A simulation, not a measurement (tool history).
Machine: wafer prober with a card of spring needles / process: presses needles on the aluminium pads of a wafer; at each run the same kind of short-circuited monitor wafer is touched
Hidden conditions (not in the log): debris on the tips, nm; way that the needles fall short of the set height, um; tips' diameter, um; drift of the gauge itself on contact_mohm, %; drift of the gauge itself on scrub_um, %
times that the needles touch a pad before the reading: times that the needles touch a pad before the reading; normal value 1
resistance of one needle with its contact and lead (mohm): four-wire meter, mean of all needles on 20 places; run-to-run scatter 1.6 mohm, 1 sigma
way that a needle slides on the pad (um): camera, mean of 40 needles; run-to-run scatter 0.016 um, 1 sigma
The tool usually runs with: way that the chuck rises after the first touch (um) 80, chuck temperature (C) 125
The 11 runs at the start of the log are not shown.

| run | day | way that the chuck rises after the first touch (um) | chuck temperature (C) | times that the needles touch a pad before the reading | touches since the tips were cleaned | cleanings since the card got new needles | touches since the first contact's height was set | resistance of one needle with its contact and lead (mohm) | way that a needle slides on the pad (um) |
|---|---|---|---|---|---|---|---|---|---|
| 12 | 7.875 | 80 | 95 | 1 | 3534 | 15 | 52364 | 237 | 17.07 |
| 13 | 8.296 | 80 | 37 | 1 | 6283 | 15 | 55113 | 256 | 17.08 |
|  | 8.454 | tips cleaned on abrasive film |
| 14 | 9.15 | 80 | 37 | 1 | 4554 | 16 | 60681 | 239 | 17.08 |
|  | 9.579 | tips cleaned on abrasive film |
| 15 | 10.046 | 80 | 125 | 1 | 3059 | 17 | 66491 | 229 | 17.07 |
|  | 10.771 | tips cleaned on abrasive film |
|  | 10.858 | height of the first contact set anew |
| 16 | 10.942 | 80 | 125 | 1 | 1032 | 18 | 547 | 191 | 17.2 |
| 17 | 11.775 | 80 | 125 | 1 | 6485 | 18 | 6000 | 257 | 17.21 |
|  | 11.967 | tips cleaned on abrasive film |
| 18 | 12.483 | 69 | 89 | 1 | 3372 | 19 | 10596 | 254 | 14.81 |
|  | 13.104 | tips cleaned on abrasive film |
| 19 | 13.104 | 85 | 103 | 2 | 0 | 20 | 14603 | 160 | 18.25 |
| 20 | 13.804 | 66 | 28 | 3 | 4576 | 20 | 19179 | 195 | 14.16 |
|  | 14.221 | tips cleaned on abrasive film |
| 21 | 14.292 | 80 | 125 | 2 | 449 | 21 | 22332 | 168 | 17.16 |
| 22 | 15.238 | 85 | 40 | 2 | 6618 | 21 | 28501 | 200 | 18.26 |
|  | 15.371 | tips cleaned on abrasive film |
| 23 | 16.133 | 79 | 42 | 2 | 4969 | 22 | 34314 | 210 | 16.93 |
|  | 16.558 | tips cleaned on abrasive film |
| 24 | 16.733 | 79 | 42 | 2 | 1142 | 23 | 38229 | 172 | 16.91 |
| 25 | 17.604 | 79 | 42 | 2 | 6804 | 23 | 43891 | 218 | 16.91 |
|  | 17.75 | tips cleaned on abrasive film |
| 26 | 18.429 | 75 | 125 | 2 | 4445 | 24 | 49258 | 213 | 16.03 |
|  | 18.879 | tips cleaned on abrasive film |
| 27 | 19.158 | 74 | 116 | 1 | 1808 | 25 | 53978 | 218 | 15.81 |
| 28 | 19.775 | 98 | 54 | 1 | 5834 | 25 | 58004 | 225 | 20.94 |
|  | 20 | tips cleaned on abrasive film |
| 29 | 20.696 | 75 | 50 | 2 | 4549 | 26 | 63997 | 214 | 15.99 |
|  | 21.15 | tips cleaned on abrasive film |
| 30 | 21.183 | 80 | 125 | 1 | 202 | 27 | 67142 | 180 | 17.07 |
|  | 21.867 | height of the first contact set anew |
| 31 | 22.146 | 80 | 125 | 1 | 6402 | 27 | 1799 | 264 | 17.22 |
|  | 22.308 | tips cleaned on abrasive film |
| 32 | 22.667 | 79 | 42 | 1 | 2318 | 28 | 5171 | 210 | 17 |
| 33 | 23.354 | 79 | 42 | 1 | 6827 | 28 | 9680 | 263 | 17.03 |
|  | 23.433 | tips cleaned on abrasive film |
| 34 | 23.954 | 79 | 42 | 1 | 3408 | 29 | 13568 | 231 | 16.98 |

Alternative continuations, all from the tool just after run 34; predict every row:
|  | 24.6 | tips cleaned on abrasive film |
| A | 24.858 | 71 | 46 | 3 | 1705 | 30 | 19446 | ? | ? |
|  | 24.6 | tips cleaned on abrasive film |
| B | 24.858 | 74 | 125 | 1 | 1705 | 30 | 19446 | ? | ? |
|  | 24.6 | tips cleaned on abrasive film |
| C | 24.858 | 85 | 86 | 1 | 1705 | 30 | 19446 | ? | ? |

| run | resistance of one needle with its contact and lead (mohm) | way that a needle slides on the pad (um) |
|---|---|---|
| A | 170 | 15.24 |
| B | 213 | 15.87 |
| C | 198 | 18.23 |
Without the tool's unlogged condition, the same runs would have read:
| run | resistance of one needle with its contact and lead (mohm) | way that a needle slides on the pad (um) |
|---|---|---|
| A | 147 | 15.29 |
| B | 160 | 15.93 |
| C | 152 | 18.29 |
